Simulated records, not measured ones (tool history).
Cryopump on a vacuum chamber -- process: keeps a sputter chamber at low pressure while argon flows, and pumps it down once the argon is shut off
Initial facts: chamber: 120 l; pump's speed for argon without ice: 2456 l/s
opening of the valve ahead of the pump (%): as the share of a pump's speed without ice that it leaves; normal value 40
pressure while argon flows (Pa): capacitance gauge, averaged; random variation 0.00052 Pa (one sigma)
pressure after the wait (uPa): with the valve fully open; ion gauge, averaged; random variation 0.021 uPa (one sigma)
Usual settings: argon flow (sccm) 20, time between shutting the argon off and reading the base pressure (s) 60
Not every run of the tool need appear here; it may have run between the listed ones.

run   hour  argon flow (sccm)  time between shutting the argon off and reading the base pressure (s)  opening of the valve ahead of the pump (%)  pressure while argon flows (Pa)  pressure after the wait (uPa)
  1      0                 20                                                                     60                                          40                           0.0347                           1.14
  2   23.4                 20                                                                     60                                          40                           0.0347                           1.24
  3   43.7                 20                                                                     60                                          29                           0.0485                           1.24
  4   62.6                 36                                                                     60                                          40                           0.0635                           1.24
  5   83.5                 36                                                                     60                                          40                            0.063                           1.32
  6  100.8                 36                                                                     60                                          40                           0.0631                           1.32
  7  123.5                 36                                                                     60                                          40                           0.0636                           1.32
  8  150.8                 36                                                                     60                                          40                           0.0633                            1.3
  9  162.6                 36                                                                     60                                          40                           0.0629                           1.34
 10  186.9                 36                                                                     60                                          40                           0.0638                           1.36
 11  201.4                  8                                                                     60                                          40                           0.0145                           1.31
 12  228.1                  8                                                                     43                                          40                           0.0152                           1.51
 13  253.8                  8                                                                     43                                          40                           0.0147                           1.61
 14  269.3                  8                                                                     43                                          40                           0.0133                           1.65
 15  282.4                  8                                                                     43                                          40                           0.0151                           1.57
 16  306.7                  8                                                                     43                                          40                           0.0145                           1.68
 17  322.2                  8                                                                     43                                          40                           0.0148                           1.68
 18  345.3                  8                                                                     43                                          40                           0.0144                           1.69
 19  358.9                 13                                                                    166                                          25                           0.0363                           1.29
 20  378.7                 13                                                                    166                                          25                           0.0376                           1.29
 21  405.4                 21                                                                     60                                          46                           0.0336                           1.64
 22  418.2                  9                                                                     60                                          19                           0.0321                            1.6
 23  435.2                 20                                                                     20                                          40                           0.0372                           2.37
 24  448.6                 35                                                                    190                                          40                           0.0627                           1.41
 25    460                 14                                                                    264                                          40                           0.0248                           1.38
 26  482.8                 21                                                                    264                                          37                           0.0405                            1.4
 27    505                 12                                                                     50                                          16                           0.0532                           1.82
 28  518.2                 20                                                                     60                                          19                           0.0742                           1.72
 29  540.9                 11                                                                    168                                          59                           0.0145                           1.46
 30  565.3                  9                                                                    169                                          59                           0.0111                           1.56
 31  587.8                  8                                                                     60                                          47                           0.0127                           1.75
 32  612.6                  8                                                                     60                                          47                           0.0128                           1.81
       627  -- leaking fittings of the chamber tightened, without venting
 33  640.8                  8                                                                     60                                          47                           0.0127                           0.49

Branching from run 33: 5 alternative next runs. What would each branch give?
  A  662.6                  8                                                                     76                                          24                                ?                              ?
  B  662.6                  8                                                                    162                                          47                                ?                              ?
  C  662.6                 32                                                                     60                                          40                                ?                              ?
  D  662.6                  8                                                                     60                                          25                                ?                              ?
  E  662.6                 34                                                                     64                                          19                                ?                              ?

run  pressure while argon flows (Pa)  pressure after the wait (uPa)
  A                           0.0244                           0.49
  B                           0.0122                            0.3
  C                           0.0587                           0.49
  D                           0.0232                           0.49
  E                           0.1263                           0.53
Had the tool no hidden state, the same runs would have come out as:
run  pressure while argon flows (Pa)  pressure after the wait (uPa)
  A                           0.0236                           0.42
  B                           0.0113                           0.23
  C                           0.0554                           0.42
  D                           0.0224                           0.42
  E                           0.1228                           0.46
